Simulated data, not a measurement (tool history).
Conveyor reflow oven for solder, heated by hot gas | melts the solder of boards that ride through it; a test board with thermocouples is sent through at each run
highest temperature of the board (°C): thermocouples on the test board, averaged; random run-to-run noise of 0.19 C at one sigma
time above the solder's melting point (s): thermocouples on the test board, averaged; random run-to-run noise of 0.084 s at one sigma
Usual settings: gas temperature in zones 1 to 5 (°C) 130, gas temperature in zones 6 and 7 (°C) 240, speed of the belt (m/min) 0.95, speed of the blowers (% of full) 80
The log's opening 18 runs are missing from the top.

run	day	gas temperature in zones 1 to 5 (°C)	gas temperature in zones 6 and 7 (°C)	speed of the belt (m/min)	speed of the blowers (% of full)	hours of work since the flux was cleaned out	hours of work since the belt drive was overhauled	hours of work since the thermocouples were changed	highest temperature of the board (°C)	time above the solder's melting point (s)
19	46.842	133	240	1.114	80	53	72	296	217.1	30.83
20	48.454	133	240	1.114	80	72	90	314	216.8	30.72
21	51.875	134	249	1.114	80	110	129	353	224.5	34.25
22	54.958	141	249	1.118	80	145	163	387	225.5	35.88
23	56.675	129	233	0.907	71	164	183	407	215.2	36.85
24	58.712	129	233	1.068	71	187	206	430	209	27.02
25	62.158	129	233	1.068	71	226	244	468	208.7	26.8
# day 64.683: flux residue cleaned out of gas plates and filters
26	65.904	120	233	1.068	55	14	284	508	205	22.59
27	68.171	126	251	0.786	65	39	310	534	235.7	52.91
28	70.817	130	240	0.95	53	69	340	564	216.6	35.92
29	72.675	130	240	0.95	53	90	360	585	216.8	35.58
30	75.717	120	238	0.997	88	124	395	619	217.1	33.08

4 ways to go on from here, each from the tool as it stands after run 30. What would each give?
A	78.579	130	241	1.12	79	156	427	651	?	?
B	78.579	137	238	0.924	88	156	427	651	?	?
C	78.579	130	228	1.136	68	156	427	651	?	?
D	78.579	144	238	0.997	88	156	427	651	?	?

run	highest temperature of the board (°C)	time above the solder's melting point (s)
A	215.2	29.58
B	222.1	42.06
C	202.1	21.25
D	221.5	39.78
With no hidden state in the tool, these same runs would have given:
run	highest temperature of the board (°C)	time above the solder's melting point (s)
A	217.6	30.43
B	224.4	42.59
C	204.3	22.62
D	223.7	40.28
